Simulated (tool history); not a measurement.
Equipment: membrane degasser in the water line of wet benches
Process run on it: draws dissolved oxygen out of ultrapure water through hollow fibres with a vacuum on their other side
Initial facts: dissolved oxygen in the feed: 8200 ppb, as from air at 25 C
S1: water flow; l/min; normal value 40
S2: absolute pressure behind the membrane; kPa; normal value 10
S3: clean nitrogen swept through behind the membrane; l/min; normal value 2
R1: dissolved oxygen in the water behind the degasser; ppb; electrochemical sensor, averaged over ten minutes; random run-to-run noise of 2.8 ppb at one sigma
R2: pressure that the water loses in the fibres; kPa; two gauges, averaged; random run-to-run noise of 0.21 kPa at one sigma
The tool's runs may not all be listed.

Run 1, day 0: usual settings. Result: R1 332.4 ppb, R2 49.6 kPa.
Run 2, day 1.783: usual settings but S3 1.03 l/min. Result: R1 542.7 ppb, R2 49.5 kPa.
Run 3, day 3.883: usual settings but S3 1.03 l/min. Result: R1 544.3 ppb, R2 49.13 kPa.
Run 4, day 5.621: usual settings but S3 1.03 l/min. Result: R1 544.9 ppb, R2 49.08 kPa.
Run 5, day 8.396: usual settings but S3 1.03 l/min. Result: R1 546.9 ppb, R2 49.63 kPa.
Run 6, day 10.667: usual settings but S3 1.03 l/min. Result: R1 538.4 ppb, R2 49.81 kPa.
Run 7, day 14.175: usual settings but S3 1.03 l/min. Result: R1 544.8 ppb, R2 49.7 kPa.
Run 8, day 17.525: usual settings but S3 1.03 l/min. Result: R1 548.5 ppb, R2 49.86 kPa.
Run 9, day 20.629: usual settings but S2 13.9 kPa, S3 1.03 l/min. Result: R1 801.5 ppb, R2 49.53 kPa.
Run 10, day 24.238: usual settings but S2 13.9 kPa, S3 1.03 l/min. Result: R1 812 ppb, R2 49.81 kPa.
Run 11, day 27.025: usual settings but S2 6.7 kPa. Result: R1 196.2 ppb, R2 49.58 kPa.
Run 12, day 30.304: usual settings but S2 6.7 kPa. Result: R1 198.3 ppb, R2 49.92 kPa.
Run 13, day 32.283: usual settings but S2 9.5 kPa. Result: R1 313.7 ppb, R2 49.96 kPa.
Run 14, day 34.896: usual settings but S3 1.6 l/min. Result: R1 398 ppb, R2 49.22 kPa.
Run 15, day 36.733: usual settings but S3 1.6 l/min. Result: R1 394.2 ppb, R2 50.07 kPa.
Run 16, day 38.712: usual settings but S3 1.63 l/min. Result: R1 392.4 ppb, R2 49.51 kPa.
Run 17, day 42.175: usual settings but S3 1.63 l/min. Result: R1 390.5 ppb, R2 50.02 kPa.
Run 18, day 44.562: usual settings but S3 1.93 l/min. Result: R1 344.2 ppb, R2 49.82 kPa.
Run 19, day 46.562: usual settings but S1 42 l/min, S3 4.98 l/min. Result: R1 186 ppb, R2 51.89 kPa.
Run 20, day 49.446: usual settings but S1 25 l/min, S2 15 kPa, S3 1.43 l/min. Result: R1 454.9 ppb, R2 30.99 kPa.
Run 21, day 51.708: usual settings but S1 25 l/min, S2 15 kPa, S3 1.43 l/min. Result: R1 450 ppb, R2 31.16 kPa.
Run 22, day 54.296: usual settings but S1 49 l/min, S2 19.7 kPa, S3 5.13 l/min. Result: R1 445.7 ppb, R2 61.29 kPa.
Run 23, day 56.271: usual settings but S2 23.6 kPa. Result: R1 877.5 ppb, R2 49.88 kPa.

What does the tool deliver on the next run?
Run 24, day 59.325: usual settings but S2 23.6 kPa. Result: R1 ?, R2 ?.

{"run 24": {"R1": 864.6, "R2": 50.27}}
With no hidden state in the tool, this same run would have given R1 855.3 ppb, R2 48.82 kPa.
